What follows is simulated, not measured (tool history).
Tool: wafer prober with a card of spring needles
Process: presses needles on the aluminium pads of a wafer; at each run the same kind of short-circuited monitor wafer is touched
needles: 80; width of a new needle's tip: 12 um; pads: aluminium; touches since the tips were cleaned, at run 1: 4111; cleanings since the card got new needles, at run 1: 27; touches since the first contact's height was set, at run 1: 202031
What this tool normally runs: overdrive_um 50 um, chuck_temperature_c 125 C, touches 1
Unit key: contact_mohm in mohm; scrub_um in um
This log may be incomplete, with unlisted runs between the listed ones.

| run | day | overdrive_um | chuck_temperature_c | touches | touches since the tips were cleaned | cleanings since the card got new needles | touches since the first contact's height was set | contact_mohm | scrub_um |
|---|---|---|---|---|---|---|---|---|---|
| 1 | 0.000 | 50 | 125 | 1 | 4111 | 27 | 202031 | 372 | 12.68 |
|  | 0.204 | tips cleaned on abrasive film |
| 2 | 0.300 | 50 | 125 | 1 | 1078 | 28 | 205435 | 470 | 12.63 |
| 3 | 0.717 | 50 | 125 | 1 | 5919 | 28 | 210276 | 445 | 12.57 |
|  | 0.758 | tips cleaned on abrasive film |
| 4 | 1.071 | 45 | 125 | 1 | 3616 | 29 | 214333 | 404 | 11.37 |
|  | 1.300 | tips cleaned on abrasive film |
| 5 | 1.467 | 45 | 125 | 1 | 1939 | 30 | 218863 | 346 | 11.29 |
| 6 | 1.721 | 45 | 125 | 1 | 4869 | 30 | 221793 | 429 | 11.30 |
|  | 1.854 | tips cleaned on abrasive film |
| 7 | 1.958 | 45 | 125 | 1 | 1204 | 31 | 224474 | 315 | 11.18 |
| 8 | 2.250 | 46 | 125 | 1 | 4568 | 31 | 227838 | 426 | 11.42 |
|  | 2.412 | tips cleaned on abrasive film |
| 9 | 2.533 | 46 | 125 | 1 | 1387 | 32 | 231073 | 328 | 11.61 |
|  | 2.867 | tips cleaned on abrasive film, once more |
| 10 | 2.971 | 50 | 125 | 1 | 1213 | 33 | 236116 | 314 | 12.27 |
| 11 | 3.208 | 50 | 125 | 1 | 3954 | 33 | 238857 | 385 | 12.63 |
|  | 3.408 | tips cleaned on abrasive film |
| 12 | 3.629 | 50 | 49 | 1 | 2529 | 34 | 243646 | 352 | 12.50 |
|  | 3.950 | tips cleaned on abrasive film |
| 13 | 4.038 | 50 | 125 | 2 | 1009 | 35 | 248357 | 278 | 12.42 |
|  | 4.167 | height of the first contact set anew |
| 14 | 4.350 | 50 | 125 | 2 | 4457 | 35 | 2134 | 314 | 13.56 |
|  | 4.525 | tips cleaned on abrasive film |
| 15 | 4.717 | 55 | 37 | 1 | 2226 | 36 | 6329 | 308 | 14.71 |
|  | 5.075 | tips cleaned on abrasive film |
| 16 | 5.088 | 55 | 37 | 1 | 136 | 37 | 10576 | 239 | 14.76 |
| 17 | 5.479 | 64 | 40 | 2 | 4677 | 37 | 15117 | 280 | 17.20 |
|  | 5.625 | tips cleaned on abrasive film |
| 18 | 5.683 | 64 | 40 | 2 | 640 | 38 | 17407 | 233 | 17.29 |
| 19 | 5.967 | 52 | 125 | 1 | 3922 | 38 | 20689 | 362 | 13.71 |
|  | 6.188 | tips cleaned on abrasive film |
| 20 | 6.275 | 62 | 125 | 2 | 1025 | 39 | 24219 | 252 | 16.55 |
| 21 | 6.696 | 62 | 125 | 2 | 5901 | 39 | 29095 | 300 | 16.41 |
|  | 6.754 | tips cleaned on abrasive film |
| 22 | 7.054 | 62 | 39 | 1 | 3468 | 40 | 33187 | 315 | 16.66 |

The next listed run, before its measurement:
| 23 | 7.283 | 62 | 39 | 1 | 6087 | 40 | 35806 | ? | ? |

contact_mohm: 340 mohm
scrub_um: 16.54 um
Minus the tool's unlogged condition, the same run would have read contact_mohm 209 mohm, scrub_um 16.68 um.

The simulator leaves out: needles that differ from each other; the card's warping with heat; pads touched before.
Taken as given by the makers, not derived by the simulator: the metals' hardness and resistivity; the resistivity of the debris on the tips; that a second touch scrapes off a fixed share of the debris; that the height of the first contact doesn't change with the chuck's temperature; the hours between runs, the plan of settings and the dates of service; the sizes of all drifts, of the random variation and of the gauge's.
